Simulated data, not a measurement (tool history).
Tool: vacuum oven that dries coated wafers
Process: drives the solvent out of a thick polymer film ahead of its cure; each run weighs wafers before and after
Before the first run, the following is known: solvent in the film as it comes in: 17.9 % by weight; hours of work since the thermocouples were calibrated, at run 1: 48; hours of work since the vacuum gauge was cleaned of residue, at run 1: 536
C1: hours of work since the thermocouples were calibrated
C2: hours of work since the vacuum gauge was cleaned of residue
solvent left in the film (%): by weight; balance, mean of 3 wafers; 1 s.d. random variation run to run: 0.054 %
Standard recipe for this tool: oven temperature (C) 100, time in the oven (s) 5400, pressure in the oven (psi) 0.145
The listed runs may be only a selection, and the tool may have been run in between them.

run 1 hour=0 | oven_temperature_(C)=100 time_in_the_oven_(s)=5400 pressure_in_the_oven_(psi)=0.145 | C1=48 C2=536 | solvent_left_in_the_film_(%)=2.07
run 2 hour=12.1 | oven_temperature_(C)=100 time_in_the_oven_(s)=5400 pressure_in_the_oven_(psi)=0.084 | C1=57 C2=545 | solvent_left_in_the_film_(%)=1.82
run 3 hour=27.9 | oven_temperature_(C)=100 time_in_the_oven_(s)=5400 pressure_in_the_oven_(psi)=0.084 | C1=68 C2=557 | solvent_left_in_the_film_(%)=1.91
run 4 hour=38.6 | oven_temperature_(C)=100 time_in_the_oven_(s)=5400 pressure_in_the_oven_(psi)=0.448 | C1=76 C2=564 | solvent_left_in_the_film_(%)=3.38
run 5 hour=47.4 | oven_temperature_(C)=100 time_in_the_oven_(s)=5400 pressure_in_the_oven_(psi)=0.448 | C1=83 C2=571 | solvent_left_in_the_film_(%)=3.35
run 6 hour=61.9 | oven_temperature_(C)=100 time_in_the_oven_(s)=5400 pressure_in_the_oven_(psi)=0.357 | C1=93 C2=582 | solvent_left_in_the_film_(%)=3
run 7 hour=75.6 | oven_temperature_(C)=100 time_in_the_oven_(s)=5400 pressure_in_the_oven_(psi)=0.357 | C1=103 C2=592 | solvent_left_in_the_film_(%)=2.94
run 8 hour=87.6 | oven_temperature_(C)=100 time_in_the_oven_(s)=5400 pressure_in_the_oven_(psi)=0.357 | C1=112 C2=601 | solvent_left_in_the_film_(%)=3.09
run 9 hour=99.4 | oven_temperature_(C)=100 time_in_the_oven_(s)=5400 pressure_in_the_oven_(psi)=0.357 | C1=121 C2=609 | solvent_left_in_the_film_(%)=2.96
run 10 hour=107.4 | oven_temperature_(C)=100 time_in_the_oven_(s)=5400 pressure_in_the_oven_(psi)=0.357 | C1=127 C2=615 | solvent_left_in_the_film_(%)=2.96
run 11 hour=122.7 | oven_temperature_(C)=103 time_in_the_oven_(s)=5400 pressure_in_the_oven_(psi)=0.357 | C1=138 C2=626 | solvent_left_in_the_film_(%)=2.24
run 12 hour=135.4 | oven_temperature_(C)=100 time_in_the_oven_(s)=4680 pressure_in_the_oven_(psi)=0.145 | C1=147 C2=636 | solvent_left_in_the_film_(%)=2.58
run 13 hour=154.6 | oven_temperature_(C)=100 time_in_the_oven_(s)=5400 pressure_in_the_oven_(psi)=0.145 | C1=161 C2=650 | solvent_left_in_the_film_(%)=2.15
run 14 hour=170.6 | oven_temperature_(C)=100 time_in_the_oven_(s)=9300 pressure_in_the_oven_(psi)=0.145 | C1=173 C2=661 | solvent_left_in_the_film_(%)=0.99
run 15 hour=184.4 | oven_temperature_(C)=100 time_in_the_oven_(s)=5280 pressure_in_the_oven_(psi)=0.145 | C1=183 C2=672 | solvent_left_in_the_film_(%)=2.28
run 16 hour=196.4 | oven_temperature_(C)=100 time_in_the_oven_(s)=5400 pressure_in_the_oven_(psi)=0.145 | C1=192 C2=680 | solvent_left_in_the_film_(%)=2.12
run 17 hour=210.2 | oven_temperature_(C)=100 time_in_the_oven_(s)=5400 pressure_in_the_oven_(psi)=0.145 | C1=202 C2=691 | solvent_left_in_the_film_(%)=2.03
run 18 hour=220.8 | oven_temperature_(C)=100 time_in_the_oven_(s)=5400 pressure_in_the_oven_(psi)=0.145 | C1=210 C2=698 | solvent_left_in_the_film_(%)=2.26
run 19 hour=229.4 | oven_temperature_(C)=112 time_in_the_oven_(s)=8700 pressure_in_the_oven_(psi)=0.145 | C1=216 C2=705 | solvent_left_in_the_film_(%)=0.47
run 20 hour=245.9 | oven_temperature_(C)=112 time_in_the_oven_(s)=8700 pressure_in_the_oven_(psi)=0.145 | C1=228 C2=717 | solvent_left_in_the_film_(%)=0.54
run 21 hour=260.5 | oven_temperature_(C)=100 time_in_the_oven_(s)=3780 pressure_in_the_oven_(psi)=0.109 | C1=239 C2=728 | solvent_left_in_the_film_(%)=3.48
run 22 hour=278.5 | oven_temperature_(C)=90 time_in_the_oven_(s)=5520 pressure_in_the_oven_(psi)=0.351 | C1=252 C2=741 | solvent_left_in_the_film_(%)=5.9
run 23 hour=288.4 | oven_temperature_(C)=112 time_in_the_oven_(s)=6300 pressure_in_the_oven_(psi)=0.145 | C1=260 C2=748 | solvent_left_in_the_film_(%)=0.59
-- hour=290.9 vacuum gauge cleaned of residue and calibrated
run 24 hour=301.6 | oven_temperature_(C)=108 time_in_the_oven_(s)=8220 pressure_in_the_oven_(psi)=0.145 | C1=268 C2=8 | solvent_left_in_the_film_(%)=0.65
run 25 hour=310.5 | oven_temperature_(C)=114 time_in_the_oven_(s)=5580 pressure_in_the_oven_(psi)=0.145 | C1=275 C2=14 | solvent_left_in_the_film_(%)=0.57
run 26 hour=321.4 | oven_temperature_(C)=98 time_in_the_oven_(s)=5400 pressure_in_the_oven_(psi)=0.145 | C1=283 C2=22 | solvent_left_in_the_film_(%)=2.85
run 27 hour=339.1 | oven_temperature_(C)=98 time_in_the_oven_(s)=9060 pressure_in_the_oven_(psi)=0.444 | C1=296 C2=35 | solvent_left_in_the_film_(%)=2.77
run 28 hour=356.2 | oven_temperature_(C)=90 time_in_the_oven_(s)=9240 pressure_in_the_oven_(psi)=0.145 | C1=308 C2=48 | solvent_left_in_the_film_(%)=2.87
run 29 hour=373.7 | oven_temperature_(C)=87 time_in_the_oven_(s)=5400 pressure_in_the_oven_(psi)=0.344 | C1=321 C2=61 | solvent_left_in_the_film_(%)=7.2
-- hour=392.7 vacuum gauge cleaned of residue and calibrated, once more
run 30 hour=394.7 | oven_temperature_(C)=113 time_in_the_oven_(s)=7680 pressure_in_the_oven_(psi)=0.238 | C1=336 C2=1 | solvent_left_in_the_film_(%)=0.79
run 31 hour=408.4 | oven_temperature_(C)=113 time_in_the_oven_(s)=7680 pressure_in_the_oven_(psi)=0.238 | C1=346 C2=12 | solvent_left_in_the_film_(%)=0.71
run 32 hour=424.4 | oven_temperature_(C)=100 time_in_the_oven_(s)=8340 pressure_in_the_oven_(psi)=0.247 | C1=357 C2=23 | solvent_left_in_the_film_(%)=1.52
run 33 hour=439.5 | oven_temperature_(C)=114 time_in_the_oven_(s)=3000 pressure_in_the_oven_(psi)=0.247 | C1=368 C2=34 | solvent_left_in_the_film_(%)=1.52
run 34 hour=454.3 | oven_temperature_(C)=104 time_in_the_oven_(s)=7560 pressure_in_the_oven_(psi)=0.181 | C1=379 C2=45 | solvent_left_in_the_film_(%)=0.94
run 35 hour=468.9 | oven_temperature_(C)=104 time_in_the_oven_(s)=7560 pressure_in_the_oven_(psi)=0.422 | C1=390 C2=56 | solvent_left_in_the_film_(%)=1.86
run 36 hour=478.2 | oven_temperature_(C)=100 time_in_the_oven_(s)=3180 pressure_in_the_oven_(psi)=0.171 | C1=397 C2=63 | solvent_left_in_the_film_(%)=4.44

Pick out some run-to-run changes in solvent left in the film (%). Of each, how much would a tool without hidden state show as well, from the settings, what came in and chance, and how much is left for the hidden state and any gauge scatter not in both results compared?
Hidden conditions of the tool in this case: true wafer temperature over the reading, C; true pressure over the reading, kPa; drift of the gauge itself on solvent_pct, %.
Run 22 -> 23: oven temperature (C) 90 -> 112, time in the oven (s) 5520 -> 6300, pressure in the oven (psi) 0.351 -> 0.145. solvent left in the film (%) -5.31: hidden state -0.08, all else -5.23.
Run 25 -> 26: oven temperature (C) 114 -> 98, time in the oven (s) 5580 -> 5400. solvent left in the film (%) +2.28: hidden state +0.1, all else +2.18.
Run 28 -> 29: oven temperature (C) 90 -> 87, time in the oven (s) 9240 -> 5400, pressure in the oven (psi) 0.145 -> 0.344. solvent left in the film (%) +4.33: hidden state +0, all else +4.33.
Run 29 -> 30: oven temperature (C) 87 -> 113, time in the oven (s) 5400 -> 7680, pressure in the oven (psi) 0.344 -> 0.238, vacuum gauge cleaned of residue and calibrated, once more. solvent left in the film (%) -6.41: hidden state -0.35, all else -6.06.
